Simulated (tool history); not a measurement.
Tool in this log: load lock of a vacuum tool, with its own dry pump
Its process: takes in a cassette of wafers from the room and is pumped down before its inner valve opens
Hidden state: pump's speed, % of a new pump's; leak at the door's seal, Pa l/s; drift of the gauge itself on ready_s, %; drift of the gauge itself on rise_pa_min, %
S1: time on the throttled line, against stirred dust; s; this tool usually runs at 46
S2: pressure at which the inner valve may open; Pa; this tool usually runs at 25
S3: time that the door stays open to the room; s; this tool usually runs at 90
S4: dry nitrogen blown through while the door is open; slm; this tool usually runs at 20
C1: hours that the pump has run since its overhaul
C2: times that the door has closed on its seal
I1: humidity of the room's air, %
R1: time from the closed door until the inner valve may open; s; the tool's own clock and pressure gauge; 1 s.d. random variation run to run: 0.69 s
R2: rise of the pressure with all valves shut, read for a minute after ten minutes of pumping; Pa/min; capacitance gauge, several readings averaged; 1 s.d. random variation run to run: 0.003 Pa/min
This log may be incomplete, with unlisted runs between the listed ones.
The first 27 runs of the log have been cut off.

run 28 hour=8959.4 | S1=62 S2=25 S3=90 S4=20 | C1=13029 C2=1093 | I1=48.4 | R1=130.6 R2=0.039
run 29 hour=9345.2 | S1=62 S2=25 S3=90 S4=20 | C1=13415 C2=2035 | I1=45.7 | R1=130.4 R2=0.047
run 30 hour=9542.8 | S1=31 S2=25 S3=90 S4=27 | C1=13612 C2=2517 | I1=42.8 | R1=111.8 R2=0.041
run 31 hour=10004.9 | S1=46 S2=38 S3=90 S4=25 | C1=14074 C2=3645 | I1=43.6 | R1=119 R2=0.053
run 32 hour=10309.9 | S1=46 S2=26 S3=90 S4=19 | C1=14379 C2=4390 | I1=45 | R1=122.2 R2=0.068
run 33 hour=10763.5 | S1=37 S2=32 S3=173 S4=15 | C1=14833 C2=5497 | I1=49 | R1=113.7 R2=0.1
run 34 hour=11233.9 | S1=37 S2=32 S3=173 S4=15 | C1=15303 C2=6646 | I1=43.6 | R1=115.4 R2=0.116
run 35 hour=11528.3 | S1=87 S2=26 S3=112 S4=25 | C1=15598 C2=7364 | I1=47.1 | R1=148.9 R2=0.113
run 36 hour=11782 | S1=87 S2=26 S3=112 S4=25 | C1=15851 C2=7984 | I1=47.8 | R1=149.8 R2=0.127

Each row is a separate what-if for the run after 36, all from the same tool condition, not one after another. Results?
-- hour=12015.5 dry pump taken out, an overhauled one fitted
run A hour=12249.8 | S1=46 S2=48 S3=90 S4=8 | C1=234 C2=9111 | I1=42.1 | R1=? R2=?
-- hour=12015.5 dry pump taken out, an overhauled one fitted
run B hour=12249.8 | S1=46 S2=24 S3=90 S4=20 | C1=234 C2=9111 | I1=44.6 | R1=? R2=?
-- hour=12015.5 dry pump taken out, an overhauled one fitted
run C hour=12249.8 | S1=87 S2=26 S3=112 S4=4 | C1=234 C2=9111 | I1=47.6 | R1=? R2=?
-- hour=12015.5 dry pump taken out, an overhauled one fitted
run D hour=12249.8 | S1=87 S2=26 S3=66 S4=18 | C1=234 C2=9111 | I1=44.9 | R1=? R2=?

run=A R1=98.2 R2=0.14
run=B R1=104.1 R2=0.141
run=C R1=131.2 R2=0.152
run=D R1=131.3 R2=0.133
What these runs would have given with no unlogged condition in the tool:
run=A R1=98.4 R2=0.033
run=B R1=104.4 R2=0.036
run=C R1=131.5 R2=0.044
run=D R1=131.5 R2=0.026
